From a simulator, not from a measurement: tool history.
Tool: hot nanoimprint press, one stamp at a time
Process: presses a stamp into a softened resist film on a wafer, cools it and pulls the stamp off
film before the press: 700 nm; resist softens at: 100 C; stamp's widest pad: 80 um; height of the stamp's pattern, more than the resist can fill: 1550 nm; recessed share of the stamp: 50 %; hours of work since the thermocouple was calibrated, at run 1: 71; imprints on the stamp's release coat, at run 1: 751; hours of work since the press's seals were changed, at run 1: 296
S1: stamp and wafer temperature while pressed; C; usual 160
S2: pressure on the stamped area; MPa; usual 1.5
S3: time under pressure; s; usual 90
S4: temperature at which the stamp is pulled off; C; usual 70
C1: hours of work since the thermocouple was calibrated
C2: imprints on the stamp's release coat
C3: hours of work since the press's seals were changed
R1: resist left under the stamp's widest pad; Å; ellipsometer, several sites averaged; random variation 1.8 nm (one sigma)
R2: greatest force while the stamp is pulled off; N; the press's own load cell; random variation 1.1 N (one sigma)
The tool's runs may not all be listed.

| run | day | S1 | S2 | S3 | S4 | C1 | C2 | C3 | R1 | R2 |
|---|---|---|---|---|---|---|---|---|---|---|
| 1 | 0 | 160 | 1.5 | 90 | 70 | 71 | 751 | 296 | 3743 | 239 |
|  | 0.346 | stamp cleaned and given a new release coat |
| 2 | 1.533 | 154 | 1.5 | 90 | 70 | 93 | 66 | 318 | 4815 | 224 |
| 3 | 2.721 | 154 | 1.5 | 90 | 70 | 113 | 131 | 338 | 4883 | 225 |
| 4 | 4.7 | 154 | 1.5 | 90 | 70 | 146 | 241 | 372 | 4927 | 229 |
| 5 | 5.925 | 160 | 1.5 | 90 | 70 | 167 | 309 | 392 | 3820 | 231 |
| 6 | 7.9 | 160 | 1.03 | 90 | 70 | 200 | 419 | 426 | 4397 | 235 |
| 7 | 9.796 | 160 | 1.03 | 90 | 70 | 232 | 524 | 458 | 4427 | 237 |
| 8 | 11.017 | 160 | 1.5 | 90 | 70 | 253 | 592 | 478 | 3923 | 241 |
| 9 | 12.933 | 160 | 1.5 | 90 | 70 | 285 | 698 | 511 | 3969 | 243 |
| 10 | 13.962 | 160 | 1.5 | 90 | 70 | 303 | 755 | 528 | 3953 | 246 |
|  | 14.321 | stamp cleaned and given a new release coat |
|  | 15.421 | plate thermocouple calibrated |
| 11 | 15.433 | 160 | 1.84 | 83 | 70 | 0 | 55 | 547 | 3535 | 220 |
| 12 | 16.312 | 160 | 1.45 | 77 | 70 | 15 | 104 | 561 | 3977 | 221 |
| 13 | 17.683 | 155 | 1.53 | 121 | 57 | 38 | 180 | 585 | 4262 | 268 |
| 14 | 18.904 | 160 | 2.07 | 66 | 59 | 59 | 248 | 605 | 3722 | 264 |
| 15 | 20.225 | 160 | 2.07 | 66 | 59 | 81 | 321 | 627 | 3755 | 267 |
| 16 | 22.075 | 160 | 2.07 | 66 | 59 | 112 | 424 | 659 | 3780 | 269 |
| 17 | 24.129 | 160 | 1.97 | 49 | 70 | 147 | 538 | 693 | 4233 | 235 |
| 18 | 25.929 | 160 | 1.97 | 49 | 70 | 177 | 638 | 724 | 4306 | 238 |
| 19 | 27.675 | 160 | 1.97 | 49 | 70 | 207 | 735 | 753 | 4318 | 242 |

The same runs without the tool's hidden state, with the same run-to-run variation:
The hidden state here: true temperature over the reading, C; pressure that arrives at the usual setting, %; grip of the stamp's worn release coat, % over a new coat's; drift of the gauge itself on residual_nm, %; drift of the gauge itself on pull_off_n, %.
| run | R1 | R2 |
|---|---|---|
| 1 | 3657 | 216 |
| 2 | 4706 | 221 |
| 3 | 4752 | 220 |
| 4 | 4764 | 220 |
| 5 | 3639 | 220 |
| 6 | 4202 | 220 |
| 7 | 4202 | 219 |
| 8 | 3656 | 220 |
| 9 | 3669 | 219 |
| 10 | 3638 | 219 |
| 11 | 3450 | 219 |
| 12 | 3895 | 218 |
| 13 | 4151 | 261 |
| 14 | 3567 | 255 |
| 15 | 3574 | 255 |
| 16 | 3569 | 253 |
| 17 | 3992 | 218 |
| 18 | 4030 | 217 |
| 19 | 4015 | 218 |

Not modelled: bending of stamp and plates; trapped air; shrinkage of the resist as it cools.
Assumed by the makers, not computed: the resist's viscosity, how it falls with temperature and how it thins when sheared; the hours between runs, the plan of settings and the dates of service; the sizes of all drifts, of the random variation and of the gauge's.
